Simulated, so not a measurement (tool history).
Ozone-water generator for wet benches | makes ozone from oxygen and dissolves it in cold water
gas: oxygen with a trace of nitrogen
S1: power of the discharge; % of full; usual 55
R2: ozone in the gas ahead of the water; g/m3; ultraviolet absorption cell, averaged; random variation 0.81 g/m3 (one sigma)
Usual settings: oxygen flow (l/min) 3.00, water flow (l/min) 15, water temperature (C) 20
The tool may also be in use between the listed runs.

run 1 day=0.000 | S1=55 oxygen_flow_(l/min)=3.00 water_flow_(l/min)=15 water_temperature_(C)=20 | dissolved_ozone_(ppm)=7.9 R2=113.5
run 2 day=4.375 | S1=55 oxygen_flow_(l/min)=3.00 water_flow_(l/min)=15 water_temperature_(C)=20 | dissolved_ozone_(ppm)=7.9 R2=114.1
run 3 day=8.329 | S1=55 oxygen_flow_(l/min)=3.00 water_flow_(l/min)=15 water_temperature_(C)=20 | dissolved_ozone_(ppm)=8.2 R2=114.2
run 4 day=13.283 | S1=55 oxygen_flow_(l/min)=3.00 water_flow_(l/min)=15 water_temperature_(C)=20 | dissolved_ozone_(ppm)=8.0 R2=113.2
run 5 day=18.700 | S1=55 oxygen_flow_(l/min)=3.00 water_flow_(l/min)=17 water_temperature_(C)=20 | dissolved_ozone_(ppm)=7.1 R2=113.9
-- day=20.933 water thermometer calibrated
run 6 day=22.925 | S1=55 oxygen_flow_(l/min)=1.95 water_flow_(l/min)=15 water_temperature_(C)=20 | dissolved_ozone_(ppm)=7.4 R2=135.0
run 7 day=26.188 | S1=55 oxygen_flow_(l/min)=1.95 water_flow_(l/min)=15 water_temperature_(C)=23 | dissolved_ozone_(ppm)=7.1 R2=134.9
run 8 day=31.483 | S1=55 oxygen_flow_(l/min)=3.00 water_flow_(l/min)=15 water_temperature_(C)=20 | dissolved_ozone_(ppm)=7.8 R2=114.0
run 9 day=35.758 | S1=55 oxygen_flow_(l/min)=3.00 water_flow_(l/min)=15 water_temperature_(C)=20 | dissolved_ozone_(ppm)=8.1 R2=112.9
-- day=36.254 contactor cleaned
run 10 day=41.096 | S1=55 oxygen_flow_(l/min)=3.00 water_flow_(l/min)=15 water_temperature_(C)=20 | dissolved_ozone_(ppm)=8.0 R2=112.7
run 11 day=47.388 | S1=48 oxygen_flow_(l/min)=3.91 water_flow_(l/min)=19 water_temperature_(C)=18 | dissolved_ozone_(ppm)=6.2 R2=94.2
run 12 day=53.558 | S1=48 oxygen_flow_(l/min)=3.91 water_flow_(l/min)=19 water_temperature_(C)=18 | dissolved_ozone_(ppm)=5.8 R2=93.4
run 13 day=57.554 | S1=48 oxygen_flow_(l/min)=3.91 water_flow_(l/min)=9 water_temperature_(C)=13 | dissolved_ozone_(ppm)=13.6 R2=93.0
run 14 day=62.021 | S1=48 oxygen_flow_(l/min)=3.91 water_flow_(l/min)=10 water_temperature_(C)=13 | dissolved_ozone_(ppm)=12.3 R2=91.6
run 15 day=66.483 | S1=52 oxygen_flow_(l/min)=2.25 water_flow_(l/min)=15 water_temperature_(C)=25 | dissolved_ozone_(ppm)=6.5 R2=120.3
-- day=68.154 contactor cleaned, once more
run 16 day=70.162 | S1=55 oxygen_flow_(l/min)=1.76 water_flow_(l/min)=15 water_temperature_(C)=28 | dissolved_ozone_(ppm)=6.3 R2=137.3

Run 17 comes next. What will it give?
run 17 day=75.662 | S1=67 oxygen_flow_(l/min)=1.76 water_flow_(l/min)=15 water_temperature_(C)=28 | dissolved_ozone_(ppm)=? R2=?

Run 17 gave dissolved ozone (ppm) 7.0, R2 154.0 g/m3.
Without the tool's hidden state the same run would have given dissolved ozone (ppm) 8.3, R2 180.5 g/m3.
